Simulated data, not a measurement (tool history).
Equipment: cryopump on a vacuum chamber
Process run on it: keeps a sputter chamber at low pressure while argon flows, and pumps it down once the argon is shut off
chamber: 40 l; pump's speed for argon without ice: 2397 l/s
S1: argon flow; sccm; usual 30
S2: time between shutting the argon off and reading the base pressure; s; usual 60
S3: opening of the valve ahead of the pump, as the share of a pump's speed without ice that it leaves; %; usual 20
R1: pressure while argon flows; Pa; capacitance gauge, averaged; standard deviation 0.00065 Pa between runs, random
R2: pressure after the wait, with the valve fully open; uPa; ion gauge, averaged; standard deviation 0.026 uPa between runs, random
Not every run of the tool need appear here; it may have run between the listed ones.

{"run": 1, "hour": 0.0, "S1": 30, "S2": 60, "S3": 20, "R1": 0.1089, "R2": 2.81}
{"run": 2, "hour": 14.0, "S1": 30, "S2": 60, "S3": 20, "R1": 0.1084, "R2": 2.81}
{"hour": 24.8, "done": "leaking fittings of the chamber tightened, without venting"}
{"run": 3, "hour": 25.6, "S1": 30, "S2": 60, "S3": 20, "R1": 0.1105, "R2": 1.18}
{"run": 4, "hour": 36.1, "S1": 30, "S2": 60, "S3": 20, "R1": 0.1083, "R2": 1.14}
{"run": 5, "hour": 45.9, "S1": 30, "S2": 60, "S3": 20, "R1": 0.1093, "R2": 1.2}
{"run": 6, "hour": 58.1, "S1": 33, "S2": 60, "S3": 20, "R1": 0.1187, "R2": 1.12}
{"run": 7, "hour": 74.0, "S1": 30, "S2": 60, "S3": 20, "R1": 0.1097, "R2": 1.21}
{"run": 8, "hour": 89.7, "S1": 30, "S2": 60, "S3": 20, "R1": 0.1107, "R2": 1.14}
{"run": 9, "hour": 105.2, "S1": 30, "S2": 60, "S3": 20, "R1": 0.11, "R2": 1.21}
{"run": 10, "hour": 121.6, "S1": 30, "S2": 60, "S3": 20, "R1": 0.1109, "R2": 1.16}
{"run": 11, "hour": 133.8, "S1": 30, "S2": 60, "S3": 20, "R1": 0.1106, "R2": 1.25}
{"run": 12, "hour": 145.5, "S1": 30, "S2": 60, "S3": 17, "R1": 0.1297, "R2": 1.19}
{"run": 13, "hour": 158.4, "S1": 30, "S2": 60, "S3": 45, "R1": 0.0527, "R2": 1.22}
{"run": 14, "hour": 173.7, "S1": 24, "S2": 60, "S3": 45, "R1": 0.0408, "R2": 1.19}
{"run": 15, "hour": 187.5, "S1": 24, "S2": 60, "S3": 45, "R1": 0.0433, "R2": 1.27}
{"run": 16, "hour": 202.6, "S1": 24, "S2": 60, "S3": 45, "R1": 0.0433, "R2": 1.19}
{"run": 17, "hour": 210.9, "S1": 24, "S2": 60, "S3": 45, "R1": 0.0424, "R2": 1.23}
{"run": 18, "hour": 224.6, "S1": 15, "S2": 60, "S3": 45, "R1": 0.0264, "R2": 1.23}
{"run": 19, "hour": 237.2, "S1": 54, "S2": 77, "S3": 20, "R1": 0.2026, "R2": 0.99}
{"run": 20, "hour": 245.5, "S1": 54, "S2": 77, "S3": 20, "R1": 0.2031, "R2": 1}
{"run": 21, "hour": 259.2, "S1": 54, "S2": 77, "S3": 20, "R1": 0.203, "R2": 1.02}
{"run": 22, "hour": 267.8, "S1": 54, "S2": 67, "S3": 18, "R1": 0.2256, "R2": 1.12}
{"run": 23, "hour": 277.8, "S1": 27, "S2": 21, "S3": 41, "R1": 0.0542, "R2": 3.08}
{"run": 24, "hour": 286.7, "S1": 27, "S2": 21, "S3": 41, "R1": 0.0535, "R2": 3.14}
{"run": 25, "hour": 293.5, "S1": 28, "S2": 60, "S3": 15, "R1": 0.1385, "R2": 1.28}
{"run": 26, "hour": 308.1, "S1": 39, "S2": 116, "S3": 35, "R1": 0.0886, "R2": 0.81}
{"run": 27, "hour": 319.6, "S1": 39, "S2": 116, "S3": 35, "R1": 0.0895, "R2": 0.83}
{"run": 28, "hour": 329.2, "S1": 36, "S2": 21, "S3": 23, "R1": 0.1214, "R2": 3.07}
{"run": 29, "hour": 339.7, "S1": 36, "S2": 21, "S3": 23, "R1": 0.1211, "R2": 3.15}
{"run": 30, "hour": 348.0, "S1": 36, "S2": 21, "S3": 23, "R1": 0.1216, "R2": 3.14}
{"run": 31, "hour": 355.4, "S1": 13, "S2": 60, "S3": 16, "R1": 0.0617, "R2": 1.26}
{"run": 32, "hour": 363.6, "S1": 22, "S2": 33, "S3": 31, "R1": 0.0568, "R2": 2.15}
{"run": 33, "hour": 370.6, "S1": 13, "S2": 269, "S3": 20, "R1": 0.0497, "R2": 0.55}
{"run": 34, "hour": 378.8, "S1": 13, "S2": 92, "S3": 18, "R1": 0.0555, "R2": 1.01}

What if the next run were any one of these 4? Each begins from the tool's condition after run 34:
{"run": "A", "hour": 389.4, "S1": 13, "S2": 92, "S3": 22, "R1": "?", "R2": "?"}
{"run": "B", "hour": 389.4, "S1": 36, "S2": 176, "S3": 18, "R1": "?", "R2": "?"}
{"run": "C", "hour": 389.4, "S1": 15, "S2": 100, "S3": 17, "R1": "?", "R2": "?"}
{"run": "D", "hour": 389.4, "S1": 36, "S2": 22, "S3": 15, "R1": "?", "R2": "?"}

run=A R1=0.046 R2=1.01
run=B R1=0.1522 R2=0.63
run=C R1=0.0668 R2=0.91
run=D R1=0.1806 R2=3.12
Had the tool no hidden state, the same runs would have come out as:
run=A R1=0.0416 R2=0.81
run=B R1=0.1403 R2=0.45
run=C R1=0.0618 R2=0.72
run=D R1=0.1686 R2=2.92
